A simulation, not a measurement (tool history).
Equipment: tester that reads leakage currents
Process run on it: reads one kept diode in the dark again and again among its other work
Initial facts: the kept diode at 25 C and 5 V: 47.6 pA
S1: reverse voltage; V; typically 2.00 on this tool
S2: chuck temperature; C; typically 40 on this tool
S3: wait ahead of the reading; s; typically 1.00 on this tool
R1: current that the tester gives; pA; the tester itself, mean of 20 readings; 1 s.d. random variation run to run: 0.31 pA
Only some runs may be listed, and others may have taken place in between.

run    hour     S1  S2    S3      R1
  1     0.0   2.00  40  1.00  101.03
  2    32.6   2.00  40  1.00  101.74
  3    77.7   2.00  40  1.00  101.73
  4   127.2   2.00  40  1.00  101.15
  5   158.1   2.00  40  1.00  101.60
  6   208.8   2.00  40  1.00  101.50
  7   260.3   2.00  40  1.00  102.12
  8   315.9   2.00  40  1.00  101.62
  9   348.0   5.61  40  1.00  185.72
 10   400.6   5.61  40  1.00  185.51
 11   449.0   5.61  40  1.00  184.87
 12   478.2   1.08  40  1.00   70.63
 13   514.6   1.08  40  1.00   70.79
 14   568.8   1.08  40  1.00   70.86
 15   596.3   2.00  40  1.00  101.42
 16   650.7   2.00  40  1.00  101.20
 17   684.8  18.81  40  1.00  378.69
 18   716.9  18.81  40  1.00  375.71
 19   765.1  18.81  40  1.00  376.32
 20   816.7   2.00  40  1.00  101.68
 21   853.1   2.00  49  1.00  207.59
 22   885.6   2.00  26  0.68   30.82
 23   939.2   1.73  45  0.68  139.82
 24   979.9   1.73  32  6.76   47.53
 25  1011.4   2.00  40  1.48  101.41
 26  1049.9   2.00  40  1.48  101.20
 27  1080.3   2.00  43  7.95  128.71
 28  1109.9   2.00  43  0.57  129.02
 29  1148.7   2.00  36  0.50   73.37
 30  1204.3   2.00  36  0.50   73.15
 31  1237.4   5.07  45  5.19  260.66
 32  1285.3  15.98  38  0.52  292.92
 33  1332.4  15.98  38  0.52  292.10
 34  1358.6   1.89  38  0.52   83.43
 35  1397.8   1.89  38  0.52   83.67
 36  1438.7   2.00  47  6.40  177.25
 37  1469.9  12.20  36  6.71  209.43
 38  1515.8  15.15  53  5.17  910.65
 39  1563.6   1.00  23  5.03   15.56
 40  1595.3   1.00  23  5.03   15.66
 41  1621.9   2.04  48  9.78  194.45

3 options for the next run, each taken on its own from the tool as it stands now. Forecast them:
  A  1676.1  9.96  40  1.00   ?
  B  1676.1  2.00  41  0.90   ?
  C  1676.1  2.10  59  4.32   ?

run      R1
  A  259.01
  B  110.37
  C  453.20
Without the tool's unlogged condition, the same runs would have read:
run      R1
  A  259.02
  B  110.38
  C  453.24
